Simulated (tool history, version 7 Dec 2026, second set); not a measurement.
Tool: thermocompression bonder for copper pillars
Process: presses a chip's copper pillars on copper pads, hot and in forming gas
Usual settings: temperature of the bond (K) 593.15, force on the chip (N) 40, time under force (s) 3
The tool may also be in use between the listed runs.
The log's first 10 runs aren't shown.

run   hour  temperature of the bond (K)  force on the chip (N)  time under force (s)  force that shears a chip off (N)
 11  206.4                       571.15                     40                     3                              27.6
 12  234.1                       571.15                     40                     3                              27.1
     238.1  -- heater calibrated with a thermocouple chip
 13  255.9                       571.15                     40                     3                              27.1
 14  280.5                       571.15                     40                     3                              27.2
 15  303.4                       574.15                     40                     3                              26.7
 16  326.2                       574.15                     40                     3                              26.8
 17  346.9                       574.15                     40                     3                              26.8
     372.2  -- heater calibrated with a thermocouple chip, once more
 18  373.7                       574.15                     40                     3                              26.7
 19  398.2                       574.15                     40                     3                              26.3
 20  426.2                       587.15                     40                     3                              30.1
 21  455.2                       577.15                     40                     3                              27.5
 22  468.2                       581.15                     43                     2                              25.8
     479.9  -- forming gas filter changed
 23  497.2                       583.15                     43                     6                              45.2
 24  516.5                       591.15                     52                     3                              43.0
 25  543.0                       573.15                     40                     3                              29.1
 26  558.2                       576.15                     24                     6                              21.4
 27  576.1                       576.15                     24                     2                              13.8
 28  597.4                       576.15                     24                     2                              13.2
 29  627.1                       576.15                     24                     2                              13.7

Forecast run 30:
 30  641.8                       566.15                     40                     2                                 ?

force that shears a chip off (N): 21.2
Without the tool's hidden state the same run would have given force that shears a chip off (N) 22.6.

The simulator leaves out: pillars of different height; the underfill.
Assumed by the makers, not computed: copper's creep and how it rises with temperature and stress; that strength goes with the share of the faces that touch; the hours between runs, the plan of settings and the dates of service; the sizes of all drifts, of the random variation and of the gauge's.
